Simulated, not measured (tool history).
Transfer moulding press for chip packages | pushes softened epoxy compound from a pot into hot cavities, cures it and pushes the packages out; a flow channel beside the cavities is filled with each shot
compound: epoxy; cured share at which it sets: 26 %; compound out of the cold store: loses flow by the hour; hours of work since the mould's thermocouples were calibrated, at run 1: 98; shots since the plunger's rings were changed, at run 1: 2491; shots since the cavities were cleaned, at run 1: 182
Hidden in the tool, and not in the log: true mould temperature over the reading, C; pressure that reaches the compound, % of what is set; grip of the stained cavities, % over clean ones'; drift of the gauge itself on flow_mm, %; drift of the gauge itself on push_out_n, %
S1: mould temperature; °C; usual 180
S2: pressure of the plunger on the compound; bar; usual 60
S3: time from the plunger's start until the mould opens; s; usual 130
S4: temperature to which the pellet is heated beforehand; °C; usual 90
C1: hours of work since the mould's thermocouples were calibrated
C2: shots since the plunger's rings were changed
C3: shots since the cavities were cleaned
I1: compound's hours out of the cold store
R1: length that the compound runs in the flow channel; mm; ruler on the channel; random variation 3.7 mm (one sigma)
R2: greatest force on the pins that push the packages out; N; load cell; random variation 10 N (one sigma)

{"run": 1, "day": 0.0, "S1": 180, "S2": 60, "S3": 130, "S4": 90, "C1": 98, "C2": 2491, "C3": 182, "I1": 30.4, "R1": 880, "R2": 583}
{"run": 2, "day": 1.696, "S1": 180, "S2": 60, "S3": 130, "S4": 90, "C1": 117, "C2": 2756, "C3": 447, "I1": 24.3, "R1": 895, "R2": 682}
{"day": 2.304, "done": "cavities cleaned with cleaning compound and waxed"}
{"run": 3, "day": 2.904, "S1": 180, "S2": 60, "S3": 130, "S4": 90, "C1": 130, "C2": 2935, "C3": 94, "I1": 40, "R1": 841, "R2": 791}
{"run": 4, "day": 3.771, "S1": 180, "S2": 60, "S3": 130, "S4": 90, "C1": 140, "C2": 3070, "C3": 229, "I1": 21.7, "R1": 898, "R2": 824}
{"run": 5, "day": 5.192, "S1": 180, "S2": 60, "S3": 130, "S4": 90, "C1": 155, "C2": 3292, "C3": 451, "I1": 40.7, "R1": 833, "R2": 822}
{"day": 5.758, "done": "cavities cleaned with cleaning compound and waxed"}
{"run": 6, "day": 7.108, "S1": 180, "S2": 60, "S3": 130, "S4": 90, "C1": 176, "C2": 3582, "C3": 211, "I1": 26.5, "R1": 882, "R2": 586}
{"run": 7, "day": 8.117, "S1": 180, "S2": 60, "S3": 130, "S4": 90, "C1": 187, "C2": 3739, "C3": 368, "I1": 30.7, "R1": 866, "R2": 654}
{"day": 9.242, "done": "cavities cleaned with cleaning compound and waxed"}
{"run": 8, "day": 10.012, "S1": 180, "S2": 60, "S3": 130, "S4": 89, "C1": 207, "C2": 4026, "C3": 121, "I1": 23.6, "R1": 882, "R2": 567}
{"day": 11.112, "done": "plunger's sealing rings changed"}
{"run": 9, "day": 11.112, "S1": 180, "S2": 60, "S3": 130, "S4": 89, "C1": 218, "C2": 0, "C3": 276, "I1": 10.4, "R1": 964, "R2": 629}
{"day": 11.546, "done": "cavities cleaned with cleaning compound and waxed, once more"}
{"run": 10, "day": 12.225, "S1": 180, "S2": 60, "S3": 130, "S4": 90, "C1": 230, "C2": 164, "C3": 105, "I1": 16.3, "R1": 940, "R2": 545}
{"run": 11, "day": 13.488, "S1": 180, "S2": 60, "S3": 142, "S4": 90, "C1": 244, "C2": 362, "C3": 303, "I1": 26.7, "R1": 906, "R2": 550}
{"run": 12, "day": 14.767, "S1": 180, "S2": 60, "S3": 142, "S4": 90, "C1": 258, "C2": 561, "C3": 502, "I1": 40.8, "R1": 856, "R2": 571}
{"day": 15.008, "done": "cavities cleaned with cleaning compound and waxed"}
{"run": 13, "day": 16.729, "S1": 180, "S2": 60, "S3": 130, "S4": 90, "C1": 279, "C2": 858, "C3": 268, "I1": 12.7, "R1": 946, "R2": 630}
{"run": 14, "day": 18.254, "S1": 183, "S2": 60, "S3": 130, "S4": 90, "C1": 296, "C2": 1097, "C3": 507, "I1": 25.8, "R1": 884, "R2": 594}
{"day": 18.458, "done": "cavities cleaned with cleaning compound and waxed"}
{"run": 15, "day": 19.442, "S1": 174, "S2": 55.9, "S3": 130, "S4": 90, "C1": 309, "C2": 1272, "C3": 153, "I1": 36.1, "R1": 860, "R2": 905}
{"run": 16, "day": 20.642, "S1": 176, "S2": 48.1, "S3": 130, "S4": 92, "C1": 322, "C2": 1460, "C3": 341, "I1": 48, "R1": 750, "R2": 808}
{"run": 17, "day": 21.646, "S1": 185, "S2": 48.1, "S3": 152, "S4": 92, "C1": 333, "C2": 1617, "C3": 498, "I1": 25.9, "R1": 773, "R2": 497}
{"day": 21.971, "done": "cavities cleaned with cleaning compound and waxed"}
{"run": 18, "day": 22.846, "S1": 182, "S2": 45.6, "S3": 130, "S4": 96, "C1": 346, "C2": 1795, "C3": 137, "I1": 27.2, "R1": 767, "R2": 509}
{"run": 19, "day": 23.958, "S1": 182, "S2": 63.9, "S3": 130, "S4": 96, "C1": 358, "C2": 1968, "C3": 310, "I1": 27.5, "R1": 910, "R2": 562}
{"run": 20, "day": 24.879, "S1": 182, "S2": 63.9, "S3": 130, "S4": 96, "C1": 368, "C2": 2113, "C3": 455, "I1": 44.7, "R1": 848, "R2": 591}
{"day": 25.479, "done": "cavities cleaned with cleaning compound and waxed"}
{"run": 21, "day": 26.325, "S1": 182, "S2": 63.9, "S3": 130, "S4": 96, "C1": 383, "C2": 2328, "C3": 132, "I1": 31.3, "R1": 896, "R2": 523}
{"run": 22, "day": 27.496, "S1": 182, "S2": 45.7, "S3": 147, "S4": 96, "C1": 396, "C2": 2511, "C3": 315, "I1": 10.8, "R1": 812, "R2": 513}
{"run": 23, "day": 28.458, "S1": 182, "S2": 45.7, "S3": 147, "S4": 96, "C1": 407, "C2": 2661, "C3": 465, "I1": 40.4, "R1": 724, "R2": 515}
{"day": 28.971, "done": "cavities cleaned with cleaning compound and waxed"}
{"run": 24, "day": 29.854, "S1": 187, "S2": 54.7, "S3": 130, "S4": 90, "C1": 422, "C2": 2870, "C3": 138, "I1": 22.1, "R1": 830, "R2": 442}

The next listed run, before its measurement:
{"run": 25, "day": 30.904, "S1": 180, "S2": 60, "S3": 158, "S4": 88, "C1": 433, "C2": 3034, "C3": 302, "I1": 13.7, "R1": "?", "R2": "?"}

R1: 933 mm
R2: 491 N
Without the tool's hidden state the same run would have given R1 952 mm, R2 383 N.
